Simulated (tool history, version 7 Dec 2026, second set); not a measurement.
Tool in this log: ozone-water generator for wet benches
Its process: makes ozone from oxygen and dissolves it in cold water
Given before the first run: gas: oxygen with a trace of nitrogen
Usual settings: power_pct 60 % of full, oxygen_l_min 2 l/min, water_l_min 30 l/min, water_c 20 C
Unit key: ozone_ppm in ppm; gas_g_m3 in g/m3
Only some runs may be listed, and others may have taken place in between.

Run 1, day 0: usual settings. Result: ozone_ppm 7.59 ppm, gas_g_m3 196.8 g/m3.
Run 2, day 2.838: usual settings. Result: ozone_ppm 7.62 ppm, gas_g_m3 199.5 g/m3.
Run 3, day 7.117: usual settings. Result: ozone_ppm 7.62 ppm, gas_g_m3 198.4 g/m3.
Run 4, day 10.167: usual settings. Result: ozone_ppm 7.65 ppm, gas_g_m3 198.2 g/m3.
Run 5, day 14.729: usual settings. Result: ozone_ppm 7.68 ppm, gas_g_m3 197.7 g/m3.
Run 6, day 18.742: usual settings. Result: ozone_ppm 7.73 ppm, gas_g_m3 196.9 g/m3.
At day 19.717: water thermometer calibrated.
Run 7, day 22.038: usual settings. Result: ozone_ppm 7.59 ppm, gas_g_m3 197.2 g/m3.
Run 8, day 24.308: usual settings but power_pct 45 % of full. Result: ozone_ppm 5.96 ppm, gas_g_m3 154.8 g/m3.
Run 9, day 29.329: usual settings but power_pct 45 % of full, water_l_min 19 l/min. Result: ozone_ppm 9.85 ppm, gas_g_m3 157.3 g/m3.
Run 10, day 32.742: usual settings but power_pct 45 % of full, water_l_min 19 l/min. Result: ozone_ppm 9.78 ppm, gas_g_m3 156.5 g/m3.
Run 11, day 36.296: usual settings but power_pct 50 % of full. Result: ozone_ppm 6.55 ppm, gas_g_m3 170 g/m3.
Run 12, day 40.988: usual settings but power_pct 50 % of full. Result: ozone_ppm 6.54 ppm, gas_g_m3 170 g/m3.
Run 13, day 44.371: usual settings but power_pct 50 % of full. Result: ozone_ppm 6.58 ppm, gas_g_m3 169.1 g/m3.
Run 14, day 48.333: usual settings but power_pct 50 % of full, oxygen_l_min 1.18 l/min. Result: ozone_ppm 5.71 ppm, gas_g_m3 239.3 g/m3.
Run 15, day 52.375: usual settings but power_pct 50 % of full. Result: ozone_ppm 6.63 ppm, gas_g_m3 167.8 g/m3.
Run 16, day 55.054: usual settings but power_pct 50 % of full. Result: ozone_ppm 6.48 ppm, gas_g_m3 170.5 g/m3.
Run 17, day 57.829: usual settings but power_pct 50 % of full. Result: ozone_ppm 6.45 ppm, gas_g_m3 169.1 g/m3.
Run 18, day 60.333: usual settings but power_pct 50 % of full. Result: ozone_ppm 6.55 ppm, gas_g_m3 170.8 g/m3.
Run 19, day 63.992: usual settings but power_pct 50 % of full. Result: ozone_ppm 6.49 ppm, gas_g_m3 169.7 g/m3.
Run 20, day 66.146: usual settings but water_l_min 28 l/min, water_c 12 C. Result: ozone_ppm 8.5 ppm, gas_g_m3 194.9 g/m3.
Run 21, day 70.854: usual settings but power_pct 79 % of full, water_l_min 28 l/min, water_c 12 C. Result: ozone_ppm 10.47 ppm, gas_g_m3 243.8 g/m3.
Run 22, day 74.258: usual settings but water_l_min 25 l/min, water_c 25 C. Result: ozone_ppm 8.83 ppm, gas_g_m3 197.2 g/m3.
Run 23, day 76.967: usual settings but water_l_min 25 l/min, water_c 25 C. Result: ozone_ppm 8.74 ppm, gas_g_m3 195.5 g/m3.
Run 24, day 81.896: usual settings but power_pct 65 % of full. Result: ozone_ppm 8.02 ppm, gas_g_m3 206.8 g/m3.
Run 25, day 85.404: usual settings but power_pct 51 % of full, oxygen_l_min 1.27 l/min, water_l_min 24 l/min. Result: ozone_ppm 7.64 ppm, gas_g_m3 227.7 g/m3.
Run 26, day 89.562: usual settings. Result: ozone_ppm 7.55 ppm, gas_g_m3 194.9 g/m3.
Run 27, day 92.038: usual settings but power_pct 44 % of full, oxygen_l_min 3.56 l/min. Result: ozone_ppm 6.29 ppm, gas_g_m3 106.5 g/m3.
Run 28, day 95.404: usual settings but power_pct 88 % of full, water_c 18 C. Result: ozone_ppm 10.15 ppm, gas_g_m3 260.5 g/m3.
Run 29, day 97.512: usual settings but power_pct 57 % of full, oxygen_l_min 2.33 l/min, water_c 19 C. Result: ozone_ppm 7.28 ppm, gas_g_m3 170.2 g/m3.
Run 30, day 100.504: usual settings but power_pct 44 % of full, oxygen_l_min 2.33 l/min, water_c 19 C. Result: ozone_ppm 6 ppm, gas_g_m3 137.9 g/m3.
Run 31, day 105.088: usual settings but power_pct 44 % of full, oxygen_l_min 2.33 l/min, water_c 19 C. Result: ozone_ppm 6.01 ppm, gas_g_m3 138.7 g/m3.
Run 32, day 107.95: usual settings but power_pct 44 % of full, oxygen_l_min 2.33 l/min, water_c 19 C. Result: ozone_ppm 5.92 ppm, gas_g_m3 136.9 g/m3.

Each row is a separate what-if for the run after 32, all from the same tool condition, not one after another. Results?
Run A, day 110.85: usual settings but power_pct 44 % of full, oxygen_l_min 2.33 l/min, water_l_min 27 l/min, water_c 12 C. Result: ozone_ppm ?, gas_g_m3 ?.
Run B, day 110.85: usual settings but water_l_min 28 l/min. Result: ozone_ppm ?, gas_g_m3 ?.
Run C, day 110.85: usual settings but power_pct 86 % of full, oxygen_l_min 2.54 l/min, water_c 27 C. Result: ozone_ppm ?, gas_g_m3 ?.

run  ozone_ppm  gas_g_m3
  A       7.09     137.4
  B       8.02     193.7
  C       9.69     223.3
Had the tool no hidden state, the same runs would have come out as:
run  ozone_ppm  gas_g_m3
  A       7.53     142.7
  B       8.66     204.2
  C      10.66     239.5

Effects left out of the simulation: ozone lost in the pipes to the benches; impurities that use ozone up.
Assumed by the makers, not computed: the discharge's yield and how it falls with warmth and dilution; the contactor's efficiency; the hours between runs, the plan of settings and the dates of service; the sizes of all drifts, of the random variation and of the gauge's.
